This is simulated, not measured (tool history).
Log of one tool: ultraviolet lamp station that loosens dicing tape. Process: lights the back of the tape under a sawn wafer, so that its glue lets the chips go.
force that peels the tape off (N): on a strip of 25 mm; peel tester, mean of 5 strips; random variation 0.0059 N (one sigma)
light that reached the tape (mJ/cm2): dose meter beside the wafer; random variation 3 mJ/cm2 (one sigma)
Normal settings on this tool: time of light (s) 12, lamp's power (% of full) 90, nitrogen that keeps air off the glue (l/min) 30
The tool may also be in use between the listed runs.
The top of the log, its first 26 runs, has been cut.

| run | day | time of light (s) | lamp's power (% of full) | nitrogen that keeps air off the glue (l/min) | hours of work of the lamp | hours of work since the window was cleaned | force that peels the tape off (N) | light that reached the tape (mJ/cm2) |
|---|---|---|---|---|---|---|---|---|
| 27 | 9.725 | 12 | 79 | 30 | 330 | 428 | 0.219 | 389 |
| 28 | 10.179 | 12 | 79 | 16 | 337 | 436 | 0.422 | 384 |
| 29 | 10.408 | 12 | 79 | 16 | 341 | 440 | 0.408 | 388 |
| 30 | 10.671 | 12 | 79 | 16 | 345 | 444 | 0.424 | 386 |
| 31 | 11.133 | 12 | 87 | 57 | 353 | 451 | 0.121 | 425 |
| 32 | 11.433 | 14 | 71 | 30 | 358 | 456 | 0.196 | 408 |
| 33 | 11.65 | 18 | 90 | 20 | 361 | 460 | 0.105 | 666 |
| 34 | 12.146 | 18 | 90 | 26 | 369 | 468 | 0.089 | 662 |
| 35 | 12.408 | 12 | 90 | 16 | 374 | 472 | 0.31 | 443 |
| 36 | 12.912 | 12 | 90 | 16 | 382 | 480 | 0.297 | 434 |
| 37 | 13.275 | 21 | 68 | 10 | 388 | 486 | 0.24 | 591 |
| 38 | 13.746 | 23 | 71 | 44 | 395 | 494 | 0.073 | 669 |
| 39 | 14.112 | 23 | 71 | 44 | 401 | 500 | 0.077 | 669 |
| 40 | 14.329 | 6 | 63 | 18 | 405 | 503 | 1.911 | 150 |
| 41 | 14.579 | 16 | 90 | 10 | 409 | 507 | 0.234 | 589 |
| 42 | 14.833 | 8 | 90 | 53 | 413 | 511 | 0.281 | 295 |
| 43 | 15.342 | 8 | 64 | 52 | 421 | 520 | 0.637 | 212 |
| 44 | 15.771 | 8 | 64 | 52 | 428 | 527 | 0.635 | 210 |

Forecast each of these 4 alternatives for the next run:
| A | 16.158 | 17 | 73 | 52 | 434 | 533 | ? | ? |
| B | 16.158 | 12 | 75 | 21 | 434 | 533 | ? | ? |
| C | 16.158 | 8 | 64 | 27 | 434 | 533 | ? | ? |
| D | 16.158 | 13 | 67 | 54 | 434 | 533 | ? | ? |

| run | force that peels the tape off (N) | light that reached the tape (mJ/cm2) |
|---|---|---|
| A | 0.097 | 510 |
| B | 0.361 | 369 |
| C | 0.961 | 206 |
| D | 0.171 | 354 |
With no hidden state in the tool, these same runs would have given:
| run | force that peels the tape off (N) | light that reached the tape (mJ/cm2) |
|---|---|---|
| A | 0.097 | 511 |
| B | 0.359 | 369 |
| C | 0.958 | 206 |
| D | 0.17 | 354 |

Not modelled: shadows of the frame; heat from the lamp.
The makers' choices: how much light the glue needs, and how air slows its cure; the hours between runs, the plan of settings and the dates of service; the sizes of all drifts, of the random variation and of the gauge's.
